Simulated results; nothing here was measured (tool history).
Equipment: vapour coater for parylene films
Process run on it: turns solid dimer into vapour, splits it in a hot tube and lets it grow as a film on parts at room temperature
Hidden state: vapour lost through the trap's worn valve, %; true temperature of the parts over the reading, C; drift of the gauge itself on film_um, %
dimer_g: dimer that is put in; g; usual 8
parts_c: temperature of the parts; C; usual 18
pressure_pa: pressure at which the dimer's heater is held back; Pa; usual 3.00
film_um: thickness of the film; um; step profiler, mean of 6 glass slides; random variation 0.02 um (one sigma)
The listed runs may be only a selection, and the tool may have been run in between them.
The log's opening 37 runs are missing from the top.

run	day	dimer_g	parts_c	pressure_pa	hours of work since the trap's valve was overhauled	hours of work since the table's thermometer was calibrated	film_um
38	36.367	8	18	3.00	163	471	1.77
39	37.600	8	25	2.84	176	484	1.39
40	38.833	8	25	2.84	188	496	1.34
41	40.021	4	13	10.41	200	508	0.89
42	41.308	4	13	10.41	212	520	0.93
43	42.404	11	29	4.51	223	531	1.51
44	42.929	11	16	10.97	229	537	2.21
45	43.504	4	16	3.68	234	542	0.95
46	44.371	8	28	2.23	243	551	1.24
47	45.546	10	12	2.92	255	563	2.74

Each row is a separate what-if for the run after 47, all from the same tool condition, not one after another. Results?
A	46.596	4	12	2.92	265	573	?
B	46.596	8	10	4.08	265	573	?
C	46.596	10	11	2.92	265	573	?

run	film_um
A	1.10
B	2.26
C	2.85
Without the tool's hidden state the same runs would have given:
run	film_um
A	1.16
B	2.37
C	2.97

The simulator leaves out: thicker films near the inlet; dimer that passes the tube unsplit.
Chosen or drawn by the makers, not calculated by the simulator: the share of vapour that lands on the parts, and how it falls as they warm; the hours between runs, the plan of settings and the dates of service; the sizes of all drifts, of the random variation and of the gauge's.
